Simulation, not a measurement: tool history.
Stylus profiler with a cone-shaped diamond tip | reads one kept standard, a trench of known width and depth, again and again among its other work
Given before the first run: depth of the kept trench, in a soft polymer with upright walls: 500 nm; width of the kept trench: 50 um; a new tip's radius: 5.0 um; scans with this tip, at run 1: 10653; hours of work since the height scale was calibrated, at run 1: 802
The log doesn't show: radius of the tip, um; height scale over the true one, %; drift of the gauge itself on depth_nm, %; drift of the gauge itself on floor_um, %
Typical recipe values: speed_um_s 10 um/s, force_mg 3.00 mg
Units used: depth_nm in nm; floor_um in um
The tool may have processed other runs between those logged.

run     day  speed_um_s  force_mg  scans with this tip  hours of work since the height scale was calibrated  depth_nm  floor_um
  1   0.000          10      3.00                10653                                                  802    505.25     45.13
  2   1.458          14      3.00                10998                                                  828    505.06     45.05
  3   3.021          14      3.00                11368                                                  856    504.91     45.05
  4   3.833          14      3.00                11560                                                  870    504.88     45.03
  5   5.379          10      3.00                11927                                                  898    505.01     45.02
  6   7.308          10      3.00                12383                                                  932    504.83     45.04
  7   9.142          10      3.00                12817                                                  965    504.95     45.00
  8  10.700          10      3.00                13186                                                  993    505.06     45.02
  9  11.492           3      4.45                13373                                                 1007    506.83     45.07
 10  12.546           4      5.02                13622                                                 1026    507.39     44.99
 11  13.488          10      1.00                13845                                                 1042    501.60     44.95
 12  15.258           3      1.01                14264                                                 1074    501.53     44.94
 13  16.512          13      3.53                14561                                                 1096    505.50     44.95

4 options for the next run, each taken on its own from the tool as it stands now. Forecast them:
  A  17.442           4      1.03                14782                                                 1113         ?         ?
  B  17.442          16      1.24                14782                                                 1113         ?         ?
  C  17.442           5      3.00                14782                                                 1113         ?         ?
  D  17.442          10      8.56                14782                                                 1113         ?         ?

run  depth_nm  floor_um
  A    501.58     44.92
  B    502.02     44.83
  C    504.58     44.94
  D    511.02     44.92
Without the tool's unlogged condition, the same runs would have read:
run  depth_nm  floor_um
  A    503.10     45.61
  B    503.54     45.52
  C    506.11     45.63
  D    512.57     45.61
